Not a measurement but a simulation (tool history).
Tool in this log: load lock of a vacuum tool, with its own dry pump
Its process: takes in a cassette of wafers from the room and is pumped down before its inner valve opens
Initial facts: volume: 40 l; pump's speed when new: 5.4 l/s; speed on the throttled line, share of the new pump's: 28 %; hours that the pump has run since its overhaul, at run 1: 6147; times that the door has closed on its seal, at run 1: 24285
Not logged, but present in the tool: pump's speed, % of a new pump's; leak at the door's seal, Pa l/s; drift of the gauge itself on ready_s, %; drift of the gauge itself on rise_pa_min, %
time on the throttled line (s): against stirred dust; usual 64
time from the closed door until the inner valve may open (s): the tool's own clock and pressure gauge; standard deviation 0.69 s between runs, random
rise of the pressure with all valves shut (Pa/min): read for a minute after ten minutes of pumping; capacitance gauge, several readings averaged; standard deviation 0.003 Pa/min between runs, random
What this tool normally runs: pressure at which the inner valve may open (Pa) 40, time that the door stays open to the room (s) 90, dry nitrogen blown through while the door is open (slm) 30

run	day	time on the throttled line (s)	pressure at which the inner valve may open (Pa)	time that the door stays open to the room (s)	dry nitrogen blown through while the door is open (slm)	hours that the pump has run since its overhaul	times that the door has closed on its seal	incoming humidity of the room's air, %	time from the closed door until the inner valve may open (s)	rise of the pressure with all valves shut (Pa/min)
1	0	64	40	90	30	6147	24285	44.2	104.7	0.022
2	17.479	64	40	90	30	6566	26104	45.1	105.1	0.023
3	27.204	64	40	90	30	6800	27116	46	104.8	0.025
4	40.529	64	40	90	30	7119	28503	43.7	104.1	0.025
5	55.229	64	40	90	30	7472	30032	44.7	105.9	0.028
6	72.779	64	40	90	30	7893	31859	45.5	103.9	0.024
7	87.538	64	66	90	30	8247	33394	45.8	99.8	0.027
8	100.508	45	40	35	30	8559	34744	45.2	92.4	0.014
9	116.592	45	40	35	30	8945	36417	41.8	90.6	0.013
10	128.429	46	40	236	5	9229	37649	50.6	91.6	0.086
11	137.692	46	40	236	5	9451	38613	42.2	91	0.07
12	154.388	46	40	236	5	9852	40350	43.8	91.7	0.08
13	170.058	46	40	236	5	10228	41981	45.4	91.4	0.082
14	184.833	114	46	152	5	10583	43518	46.9	139.2	0.06

Predict each of these 4 candidate next runs independently; none follows another, all start after run 14:
A	198.95	85	40	197	39	10921	44988	44.6	?	?
B	198.95	53	48	152	5	10921	44988	44.2	?	?
C	198.95	64	40	98	30	10921	44988	44.4	?	?
D	198.95	47	42	152	20	10921	44988	46.8	?	?

run	time from the closed door until the inner valve may open (s)	rise of the pressure with all valves shut (Pa/min)
A	120.3	0.044
B	94.7	0.063
C	103.8	0.025
D	91.3	0.042
What these runs would have given with no unlogged condition in the tool:
run	time from the closed door until the inner valve may open (s)	rise of the pressure with all valves shut (Pa/min)
A	120.3	0.043
B	94.6	0.063
C	103.7	0.025
D	91.2	0.042
